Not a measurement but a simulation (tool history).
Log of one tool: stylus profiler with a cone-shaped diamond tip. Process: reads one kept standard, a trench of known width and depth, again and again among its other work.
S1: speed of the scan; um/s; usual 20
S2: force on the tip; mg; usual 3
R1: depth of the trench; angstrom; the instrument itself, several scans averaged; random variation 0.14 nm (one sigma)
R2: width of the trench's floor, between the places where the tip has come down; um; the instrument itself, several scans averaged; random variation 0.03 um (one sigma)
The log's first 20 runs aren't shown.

Run 21, day 73.362: usual settings. Result: R1 5109.7 angstrom, R2 25.2 um.
Run 22, day 77.167: usual settings but S1 39 um/s. Result: R1 5112.8 angstrom, R2 25.09 um.
At day 81.783: height scale calibrated on a step standard.
Run 23, day 82.138: usual settings but S1 19 um/s, S2 1.32 mg. Result: R1 5042.6 angstrom, R2 25.12 um.
Run 24, day 85.338: usual settings but S1 15 um/s, S2 4.13 mg. Result: R1 5092.6 angstrom, R2 25.05 um.
Run 25, day 87.954: usual settings but S1 62 um/s, S2 1.24 mg. Result: R1 5038.9 angstrom, R2 24.96 um.
Run 26, day 90.471: usual settings but S1 62 um/s, S2 1.24 mg. Result: R1 5042.2 angstrom, R2 24.92 um.
Run 27, day 93.588: usual settings but S1 68 um/s, S2 8.98 mg. Result: R1 5157.1 angstrom, R2 24.97 um.
Run 28, day 97.575: usual settings but S1 9 um/s, S2 4.72 mg. Result: R1 5100.4 angstrom, R2 25.06 um.
Run 29, day 101.817: usual settings but S1 9 um/s, S2 4.72 mg. Result: R1 5107 angstrom, R2 25 um.
Run 30, day 106.446: usual settings but S1 19 um/s, S2 2.21 mg. Result: R1 5065 angstrom, R2 24.91 um.
Run 31, day 110.646: usual settings but S2 1.81 mg. Result: R1 5060.9 angstrom, R2 24.9 um.
Run 32, day 113.488: usual settings but S2 1.27 mg. Result: R1 5047.2 angstrom, R2 24.88 um.
Run 33, day 119.117: usual settings but S2 1.27 mg. Result: R1 5049.8 angstrom, R2 24.8 um.
Run 34, day 121.767: usual settings but S1 65 um/s, S2 8.71 mg. Result: R1 5159.7 angstrom, R2 24.85 um.
Run 35, day 126.375: usual settings but S1 27 um/s, S2 3.08 mg. Result: R1 5086.7 angstrom, R2 24.82 um.
Run 36, day 129.246: usual settings but S1 14 um/s, S2 6.49 mg. Result: R1 5136 angstrom, R2 24.83 um.
Run 37, day 132.688: usual settings but S1 7 um/s, S2 4.13 mg. Result: R1 5104.1 angstrom, R2 24.81 um.
Run 38, day 137.454: usual settings but S1 7 um/s, S2 1.38 mg. Result: R1 5056 angstrom, R2 24.75 um.
Run 39, day 140.379: usual settings but S1 47 um/s, S2 1.23 mg. Result: R1 5052.3 angstrom, R2 24.62 um.
Run 40, day 145.246: usual settings but S1 7 um/s, S2 2.21 mg. Result: R1 5073.6 angstrom, R2 24.77 um.
Run 41, day 150.333: usual settings but S1 31 um/s, S2 1.67 mg. Result: R1 5066.2 angstrom, R2 24.7 um.
Run 42, day 155.658: usual settings but S1 31 um/s, S2 1.67 mg. Result: R1 5070.5 angstrom, R2 24.66 um.
Run 43, day 159.967: usual settings but S1 41 um/s, S2 1.67 mg. Result: R1 5069.7 angstrom, R2 24.57 um.
Run 44, day 164.096: usual settings but S1 41 um/s, S2 1.67 mg. Result: R1 5070.4 angstrom, R2 24.55 um.

3 ways to go on from here, each from the tool as it stands after run 44. What would each give?
Run A, day 168.271: usual settings but S1 53 um/s, S2 8.04 mg. Result: R1 ?, R2 ?.
Run B, day 168.271: usual settings but S1 11 um/s, S2 1.73 mg. Result: R1 ?, R2 ?.
Run C, day 168.271: usual settings but S1 62 um/s, S2 1.67 mg. Result: R1 ?, R2 ?.

run      R1     R2
  A    5166  24.61
  B  5074.1  24.64
  C  5072.6  24.46
Without the tool's hidden state the same runs would have given:
run      R1     R2
  A  5143.7  26.98
  B  5052.2     27
  C  5050.7  26.82

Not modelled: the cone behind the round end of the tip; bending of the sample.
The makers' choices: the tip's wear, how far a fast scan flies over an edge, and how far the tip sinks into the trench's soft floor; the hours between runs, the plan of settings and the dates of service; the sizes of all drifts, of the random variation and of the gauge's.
